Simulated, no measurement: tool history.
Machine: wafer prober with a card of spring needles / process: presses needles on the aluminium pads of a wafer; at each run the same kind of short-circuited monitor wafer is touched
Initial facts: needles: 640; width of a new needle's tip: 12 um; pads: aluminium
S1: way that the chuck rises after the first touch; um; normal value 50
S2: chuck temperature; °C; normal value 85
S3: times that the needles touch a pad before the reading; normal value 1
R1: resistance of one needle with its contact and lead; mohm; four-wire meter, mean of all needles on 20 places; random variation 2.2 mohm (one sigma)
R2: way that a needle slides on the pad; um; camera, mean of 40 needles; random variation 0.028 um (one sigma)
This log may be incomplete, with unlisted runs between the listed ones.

| run | hour | S1 | S2 | S3 | R1 | R2 |
|---|---|---|---|---|---|---|
| 1 | 0.0 | 50 | 85 | 1 | 247 | 10.95 |
|  | 2.4 | tips cleaned on abrasive film |
|  | 22.3 | tips cleaned on abrasive film |
| 2 | 33.6 | 50 | 85 | 1 | 251 | 10.91 |
|  | 40.6 | tips cleaned on abrasive film |
|  | 58.6 | tips cleaned on abrasive film |
| 3 | 64.4 | 50 | 85 | 1 | 249 | 10.90 |
|  | 76.1 | tips cleaned on abrasive film |
| 4 | 83.7 | 50 | 85 | 1 | 252 | 10.93 |
|  | 96.6 | tips cleaned on abrasive film |
| 5 | 111.5 | 50 | 85 | 1 | 249 | 10.87 |
|  | 114.2 | tips cleaned on abrasive film |
| 6 | 131.2 | 50 | 85 | 1 | 250 | 10.88 |
|  | 135.5 | tips cleaned on abrasive film |
|  | 155.8 | tips cleaned on abrasive film |
| 7 | 168.3 | 70 | 31 | 1 | 233 | 15.23 |
|  | 173.3 | tips cleaned on abrasive film |
|  | 192.6 | tips cleaned on abrasive film |
| 8 | 207.5 | 70 | 31 | 1 | 232 | 15.16 |
|  | 211.3 | tips cleaned on abrasive film |
| 9 | 226.6 | 70 | 31 | 1 | 236 | 15.19 |
|  | 230.2 | tips cleaned on abrasive film |
|  | 248.5 | tips cleaned on abrasive film |
| 10 | 253.3 | 43 | 64 | 3 | 244 | 9.30 |
|  | 268.2 | tips cleaned on abrasive film |
|  | 272.0 | height of the first contact set anew |
| 11 | 274.2 | 43 | 37 | 2 | 237 | 9.28 |

What does the tool deliver on the next run?
|  | 286.0 | tips cleaned on abrasive film |
|  | 304.2 | tips cleaned on abrasive film |
| 12 | 312.9 | 62 | 87 | 3 | ? | ? |

R1: 247 mohm
R2: 13.40 um
The same run, on a tool lacking any hidden state, would have yielded R1 247 mohm, R2 13.55 um.

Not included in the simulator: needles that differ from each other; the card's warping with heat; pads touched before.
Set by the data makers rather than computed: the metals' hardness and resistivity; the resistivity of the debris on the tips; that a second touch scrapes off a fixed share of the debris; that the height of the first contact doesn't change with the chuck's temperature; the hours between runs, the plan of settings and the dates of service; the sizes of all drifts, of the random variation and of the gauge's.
